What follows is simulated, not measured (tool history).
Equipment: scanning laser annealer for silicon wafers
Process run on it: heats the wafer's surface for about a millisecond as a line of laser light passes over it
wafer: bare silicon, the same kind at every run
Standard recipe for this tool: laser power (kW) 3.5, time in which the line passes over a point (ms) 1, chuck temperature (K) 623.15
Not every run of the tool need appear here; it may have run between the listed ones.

run   hour  laser power (kW)  time in which the line passes over a point (ms)  chuck temperature (K)  highest temperature of the surface (K)
  1      0               3.5                                                1                 623.15                                 1357.15
  2    4.8               3.5                                                1                 623.15                                 1358.15
  3     13               3.5                                                1                 623.15                                 1359.15
  4   23.3              3.69                                                1                 623.15                                 1397.15
  5   31.3              3.69                                                1                 623.15                                 1400.15
  6   41.2               3.5                                                1                 586.15                                 1322.15
  7   52.1               3.5                                                1                 586.15                                 1318.15
  8   57.7               3.5                                                1                 623.15                                 1360.15
  9   66.5               3.5                                                1                 622.15                                 1360.15
 10   76.1               3.5                                                1                 622.15                                 1355.15
 11   83.8             3.695                                             1.05                 623.15                                 1422.15
 12   91.5               3.5                                             0.89                 632.15                                 1321.15
 13  101.1               3.5                                             0.89                 654.15                                 1338.15
 14  111.7               3.5                                             0.89                 654.15                                 1344.15
 15  117.3             3.186                                                1                 593.15                                 1258.15
 16  124.6             3.473                                                1                 603.15                                 1331.15
 17  132.2             2.988                                             1.13                 603.15                                 1271.15
 18  141.9               3.5                                             1.17                 645.15                                 1444.15
 19    151               3.5                                              0.8                 653.15                                 1300.15

Selected run-to-run steps in highest temperature of the surface (K), each split into two signed amounts: the part the tool would show with no hidden state at all (from settings, incoming material and random variation), and the remainder, which goes to the hidden state together with any gauge scatter not common to the measured and the hidden-state-free results:
Hidden conditions of the tool in this case: light that passes the window, % of a clean one's; laser's true power over the reading, %; width of the line over the set one, %; drift of the gauge itself on peak_c, C.
Run 17 -> 18: laser power (kW) 2.988 -> 3.5, time in which the line passes over a point (ms) 1.13 -> 1.17, chuck temperature (K) 603.15 -> 645.15. highest temperature of the surface (K) +173: hidden state -5, all else +178.
